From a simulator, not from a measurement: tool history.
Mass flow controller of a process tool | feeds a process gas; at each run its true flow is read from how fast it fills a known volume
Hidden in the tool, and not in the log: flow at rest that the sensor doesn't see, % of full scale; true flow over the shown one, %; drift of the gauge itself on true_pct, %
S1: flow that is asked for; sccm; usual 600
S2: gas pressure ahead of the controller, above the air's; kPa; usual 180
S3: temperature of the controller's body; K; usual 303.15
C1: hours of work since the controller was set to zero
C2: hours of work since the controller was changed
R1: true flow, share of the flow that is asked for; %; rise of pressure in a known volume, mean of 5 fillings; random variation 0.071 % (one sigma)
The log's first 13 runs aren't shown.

run,hour,S1,S2,S3,C1,C2,R1
14,961.9,600,180,300.15,1850,1850,100.65
15,1009.6,760,180,300.15,1872,1872,100.74
16,1065,600,180,303.15,1898,1898,100.91
17,1125.5,600,180,303.15,1925,1925,100.94
18,1218.5,600,180,303.15,1968,1968,100.82
19,1288.4,600,180,303.15,2000,2000,101
20,1352.3,600,180,303.15,2029,2029,100.9
21,1396.3,600,180,303.15,2050,2050,101.06
22,1441.8,170,189,303.15,2070,2070,101.73
23,1517.5,170,189,303.15,2105,2105,101.97
24,1569.2,170,189,303.15,2129,2129,101.87
25,1651.8,228,151,303.15,2167,2167,101.42
26,1735.9,600,153,303.15,2205,2205,100.88
27,1802.4,268,267,303.15,2236,2236,101.91
28,1871.7,600,180,296.15,2268,2268,100.74
29,1931.1,502,277,299.15,2295,2295,101.62
30,2014.2,491,242,296.15,2333,2333,101.22
31,2094.1,239,162,303.15,2370,2370,101.7
32,2133.3,336,180,303.15,2388,2388,101.41
33,2214.8,336,180,303.15,2425,2425,101.44
34,2285.7,342,249,298.15,2457,2457,101.64
35,2333,342,249,298.15,2479,2479,101.63

Forecast run 36:
36,2404.4,167,228,312.15,2512,2512,?

{"run 36": {"R1": 102.93}}
Without the tool's hidden state the same run would have given R1 100.22 %.
